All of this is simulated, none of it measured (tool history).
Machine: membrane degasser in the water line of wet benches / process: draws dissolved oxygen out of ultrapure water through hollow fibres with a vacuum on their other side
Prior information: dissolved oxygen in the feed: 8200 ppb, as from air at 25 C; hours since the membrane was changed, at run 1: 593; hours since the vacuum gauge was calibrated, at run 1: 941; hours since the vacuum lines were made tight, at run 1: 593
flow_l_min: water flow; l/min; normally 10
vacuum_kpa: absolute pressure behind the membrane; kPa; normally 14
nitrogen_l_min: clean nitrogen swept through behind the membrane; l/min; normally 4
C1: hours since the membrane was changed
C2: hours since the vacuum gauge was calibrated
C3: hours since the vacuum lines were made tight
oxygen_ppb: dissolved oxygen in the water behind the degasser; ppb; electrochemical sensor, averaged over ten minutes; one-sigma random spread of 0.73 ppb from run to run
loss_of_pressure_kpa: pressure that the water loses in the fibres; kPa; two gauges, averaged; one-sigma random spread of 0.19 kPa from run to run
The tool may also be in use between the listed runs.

Run 1, hour 0: usual settings; C1 593; C2 941; C3 593. Result: oxygen_ppb 72.6 ppb, loss_of_pressure_kpa 38.23 kPa.
Run 2, hour 57.9: usual settings; C1 651; C2 999; C3 651. Result: oxygen_ppb 71.2 ppb, loss_of_pressure_kpa 38.11 kPa.
Run 3, hour 110.1: usual settings; C1 703; C2 1051; C3 703. Result: oxygen_ppb 71.8 ppb, loss_of_pressure_kpa 38.57 kPa.
Run 4, hour 190.9: usual settings but nitrogen_l_min 2.43 l/min; C1 784; C2 1132; C3 784. Result: oxygen_ppb 114 ppb, loss_of_pressure_kpa 38.37 kPa.
Run 5, hour 272.2: usual settings; C1 865; C2 1214; C3 865. Result: oxygen_ppb 72.5 ppb, loss_of_pressure_kpa 38.69 kPa.
Run 6, hour 312.2: usual settings; C1 905; C2 1254; C3 905. Result: oxygen_ppb 72.1 ppb, loss_of_pressure_kpa 38.22 kPa.
Run 7, hour 390: usual settings; C1 983; C2 1331; C3 983. Result: oxygen_ppb 72.4 ppb, loss_of_pressure_kpa 38.17 kPa.
Run 8, hour 467.1: usual settings; C1 1060; C2 1408; C3 1060. Result: oxygen_ppb 73.5 ppb, loss_of_pressure_kpa 38.96 kPa.
Run 9, hour 503.4: usual settings but nitrogen_l_min 3.52 l/min; C1 1097; C2 1445; C3 1097. Result: oxygen_ppb 81 ppb, loss_of_pressure_kpa 38.34 kPa.
Run 10, hour 539.7: usual settings but flow_l_min 16 l/min, nitrogen_l_min 3.52 l/min; C1 1133; C2 1481; C3 1133. Result: oxygen_ppb 141 ppb, loss_of_pressure_kpa 61.48 kPa.
Run 11, hour 589.6: usual settings but flow_l_min 16 l/min, nitrogen_l_min 3.52 l/min; C1 1183; C2 1531; C3 1183. Result: oxygen_ppb 142.2 ppb, loss_of_pressure_kpa 61.32 kPa.
Run 12, hour 668.7: usual settings; C1 1262; C2 1610; C3 1262. Result: oxygen_ppb 73.1 ppb, loss_of_pressure_kpa 38.4 kPa.
Run 13, hour 719.1: usual settings; C1 1312; C2 1660; C3 1312. Result: oxygen_ppb 73.4 ppb, loss_of_pressure_kpa 38.51 kPa.
Run 14, hour 803: usual settings; C1 1396; C2 1744; C3 1396. Result: oxygen_ppb 73.1 ppb, loss_of_pressure_kpa 38.74 kPa.
Run 15, hour 848: usual settings; C1 1441; C2 1789; C3 1441. Result: oxygen_ppb 72.5 ppb, loss_of_pressure_kpa 38.78 kPa.
Run 16, hour 891.1: usual settings; C1 1484; C2 1833; C3 1484. Result: oxygen_ppb 72.2 ppb, loss_of_pressure_kpa 38.81 kPa.
Run 17, hour 967.6: usual settings; C1 1561; C2 1909; C3 1561. Result: oxygen_ppb 72.1 ppb, loss_of_pressure_kpa 38.78 kPa.
Run 18, hour 1033.1: usual settings; C1 1626; C2 1974; C3 1626. Result: oxygen_ppb 71.3 ppb, loss_of_pressure_kpa 38.87 kPa.
Run 19, hour 1118.4: usual settings; C1 1712; C2 2060; C3 1712. Result: oxygen_ppb 72.8 ppb, loss_of_pressure_kpa 38.49 kPa.
Run 20, hour 1204.9: usual settings but flow_l_min 6 l/min, vacuum_kpa 28.2 kPa, nitrogen_l_min 1.93 l/min; C1 1798; C2 2146; C3 1798. Result: oxygen_ppb 197.1 ppb, loss_of_pressure_kpa 23.1 kPa.
Run 21, hour 1285.1: usual settings but flow_l_min 6 l/min, vacuum_kpa 28.2 kPa, nitrogen_l_min 1.93 l/min; C1 1878; C2 2226; C3 1878. Result: oxygen_ppb 193.7 ppb, loss_of_pressure_kpa 23.04 kPa.
Run 22, hour 1344.4: usual settings but flow_l_min 6 l/min, vacuum_kpa 28.2 kPa, nitrogen_l_min 1.93 l/min; C1 1937; C2 2286; C3 1937. Result: oxygen_ppb 196.6 ppb, loss_of_pressure_kpa 23.17 kPa.
Run 23, hour 1419.7: usual settings but flow_l_min 7 l/min, vacuum_kpa 18.8 kPa, nitrogen_l_min 3.36 l/min; C1 2013; C2 2361; C3 2013. Result: oxygen_ppb 83.4 ppb, loss_of_pressure_kpa 26.97 kPa.

Predict the results of run 24:
Run 24, hour 1457.2: usual settings but nitrogen_l_min 8.16 l/min; C1 2050; C2 2399; C3 2050. Result: oxygen_ppb ?, loss_of_pressure_kpa ?.

Run 24 yielded oxygen_ppb 39.7 ppb, loss_of_pressure_kpa 38.57 kPa.
Minus the tool's unlogged condition, the same run would have read oxygen_ppb 38.5 ppb, loss_of_pressure_kpa 38.27 kPa.
